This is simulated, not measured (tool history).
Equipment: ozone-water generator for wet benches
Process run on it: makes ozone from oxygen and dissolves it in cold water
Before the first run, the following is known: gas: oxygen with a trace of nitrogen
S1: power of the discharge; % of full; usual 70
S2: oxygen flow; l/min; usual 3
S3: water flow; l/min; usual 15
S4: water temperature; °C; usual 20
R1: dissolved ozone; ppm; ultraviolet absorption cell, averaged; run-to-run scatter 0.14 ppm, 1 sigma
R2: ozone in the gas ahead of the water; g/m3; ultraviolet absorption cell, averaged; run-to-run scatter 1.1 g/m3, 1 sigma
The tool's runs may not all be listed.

run 1 hour=0 | S1=70 S2=3 S3=15 S4=20 | R1=15.8 R2=203.8
run 2 hour=150.4 | S1=70 S2=3 S3=15 S4=20 | R1=15.7 R2=202.6
run 3 hour=296.3 | S1=70 S2=3 S3=15 S4=20 | R1=15.7 R2=202.3
run 4 hour=456.5 | S1=70 S2=3 S3=15 S4=20 | R1=16.1 R2=201.8
run 5 hour=610.6 | S1=70 S2=3 S3=10 S4=20 | R1=21.5 R2=201.5
run 6 hour=761.2 | S1=72 S2=3 S3=10 S4=20 | R1=22.5 R2=207.1
run 7 hour=888 | S1=72 S2=3 S3=10 S4=20 | R1=22.2 R2=204.6
-- hour=1009.6 water thermometer calibrated
run 8 hour=1009.6 | S1=72 S2=3 S3=10 S4=20 | R1=22.4 R2=207.5
run 9 hour=1186.3 | S1=70 S2=3 S3=21 S4=12 | R1=13.1 R2=202.2
run 10 hour=1321.6 | S1=70 S2=4.84 S3=15 S4=13 | R1=18.4 R2=161.5
run 11 hour=1412.3 | S1=70 S2=2.84 S3=18 S4=20 | R1=13.5 R2=205.7
run 12 hour=1497.5 | S1=70 S2=2.84 S3=18 S4=20 | R1=13.4 R2=205.1
run 13 hour=1612.1 | S1=42 S2=3 S3=21 S4=24 | R1=7.1 R2=125.7
run 14 hour=1725.7 | S1=82 S2=3 S3=11 S4=19 | R1=23.4 R2=228.9

Alternative continuations, all from the tool just after run 14; predict every row:
run A hour=1888.7 | S1=70 S2=3 S3=15 S4=24 | R1=? R2=?
run B hour=1888.7 | S1=82 S2=3.86 S3=15 S4=22 | R1=? R2=?
run C hour=1888.7 | S1=82 S2=3 S3=10 S4=21 | R1=? R2=?
run D hour=1888.7 | S1=64 S2=3 S3=15 S4=16 | R1=? R2=?
run E hour=1888.7 | S1=82 S2=3 S3=11 S4=27 | R1=? R2=?

run=A R1=15.1 R2=200.9
run=B R1=18.2 R2=203
run=C R1=24.7 R2=230
run=D R1=15.5 R2=184.5
run=E R1=21 R2=229.3
With no hidden state in the tool, these same runs would have given:
run=A R1=15.2 R2=205.2
run=B R1=18.2 R2=207.4
run=C R1=24.8 R2=235.1
run=D R1=15.5 R2=188.5
run=E R1=21.1 R2=234.4
